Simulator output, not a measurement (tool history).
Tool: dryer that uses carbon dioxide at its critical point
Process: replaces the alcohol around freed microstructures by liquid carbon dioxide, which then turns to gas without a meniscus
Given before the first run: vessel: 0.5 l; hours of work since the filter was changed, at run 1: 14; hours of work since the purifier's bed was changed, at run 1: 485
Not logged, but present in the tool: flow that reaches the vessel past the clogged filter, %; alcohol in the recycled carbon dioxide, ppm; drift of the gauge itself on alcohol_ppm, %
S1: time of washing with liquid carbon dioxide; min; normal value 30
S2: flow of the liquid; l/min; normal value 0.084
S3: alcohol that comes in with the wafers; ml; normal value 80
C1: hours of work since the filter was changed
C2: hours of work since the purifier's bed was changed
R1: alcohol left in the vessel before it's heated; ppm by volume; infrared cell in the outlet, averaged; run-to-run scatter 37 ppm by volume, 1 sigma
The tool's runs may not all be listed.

{"run": 1, "hour": 0.0, "S1": 30, "S2": 0.084, "S3": 80, "C1": 14, "C2": 485, "R1": 2648}
{"hour": 50.6, "done": "purifier's bed changed"}
{"run": 2, "hour": 56.3, "S1": 30, "S2": 0.084, "S3": 80, "C1": 45, "C2": 3, "R1": 2674}
{"run": 3, "hour": 96.9, "S1": 30, "S2": 0.084, "S3": 80, "C1": 68, "C2": 26, "R1": 2755}
{"run": 4, "hour": 144.4, "S1": 30, "S2": 0.084, "S3": 80, "C1": 95, "C2": 53, "R1": 2981}
{"run": 5, "hour": 198.9, "S1": 30, "S2": 0.084, "S3": 80, "C1": 126, "C2": 84, "R1": 3169}
{"run": 6, "hour": 235.6, "S1": 30, "S2": 0.084, "S3": 80, "C1": 147, "C2": 105, "R1": 3285}
{"run": 7, "hour": 267.8, "S1": 30, "S2": 0.084, "S3": 80, "C1": 165, "C2": 124, "R1": 3361}
{"run": 8, "hour": 296.2, "S1": 30, "S2": 0.0538, "S3": 80, "C1": 181, "C2": 140, "R1": 14081}
{"run": 9, "hour": 350.1, "S1": 30, "S2": 0.084, "S3": 80, "C1": 212, "C2": 170, "R1": 3639}
{"run": 10, "hour": 394.0, "S1": 30, "S2": 0.084, "S3": 61, "C1": 237, "C2": 195, "R1": 2935}
{"run": 11, "hour": 426.8, "S1": 30, "S2": 0.084, "S3": 61, "C1": 255, "C2": 214, "R1": 3013}
{"run": 12, "hour": 450.2, "S1": 30, "S2": 0.0898, "S3": 80, "C1": 269, "C2": 227, "R1": 3086}
{"hour": 477.3, "done": "inlet filter changed"}
{"run": 13, "hour": 508.1, "S1": 45, "S2": 0.0992, "S3": 80, "C1": 18, "C2": 260, "R1": 147}
{"run": 14, "hour": 554.0, "S1": 22, "S2": 0.0591, "S3": 92, "C1": 44, "C2": 286, "R1": 22981}
{"run": 15, "hour": 607.8, "S1": 19, "S2": 0.084, "S3": 103, "C1": 74, "C2": 316, "R1": 16347}
{"run": 16, "hour": 653.8, "S1": 19, "S2": 0.084, "S3": 103, "C1": 100, "C2": 342, "R1": 16719}
{"run": 17, "hour": 707.2, "S1": 37, "S2": 0.089, "S3": 48, "C1": 131, "C2": 373, "R1": 615}
{"run": 18, "hour": 741.9, "S1": 37, "S2": 0.089, "S3": 60, "C1": 150, "C2": 392, "R1": 784}
{"run": 19, "hour": 768.6, "S1": 19, "S2": 0.1414, "S3": 80, "C1": 166, "C2": 408, "R1": 2485}
{"run": 20, "hour": 796.6, "S1": 48, "S2": 0.084, "S3": 51, "C1": 182, "C2": 424, "R1": 286}
{"run": 21, "hour": 828.1, "S1": 47, "S2": 0.0672, "S3": 52, "C1": 199, "C2": 441, "R1": 963}
{"run": 22, "hour": 881.5, "S1": 26, "S2": 0.0669, "S3": 52, "C1": 230, "C2": 472, "R1": 7853}

Alternative continuations, all from the tool just after run 22; predict every row:
{"run": "A", "hour": 922.1, "S1": 34, "S2": 0.0974, "S3": 52, "C1": 253, "C2": 495, "R1": "?"}
{"run": "B", "hour": 922.1, "S1": 24, "S2": 0.1125, "S3": 80, "C1": 253, "C2": 495, "R1": "?"}
{"run": "C", "hour": 922.1, "S1": 20, "S2": 0.0669, "S3": 66, "C1": 253, "C2": 495, "R1": "?"}

run=A R1=840
run=B R1=3006
run=C R1=18606
With no hidden state in the tool, these same runs would have given:
run=A R1=423
run=B R1=1798
run=C R1=14589
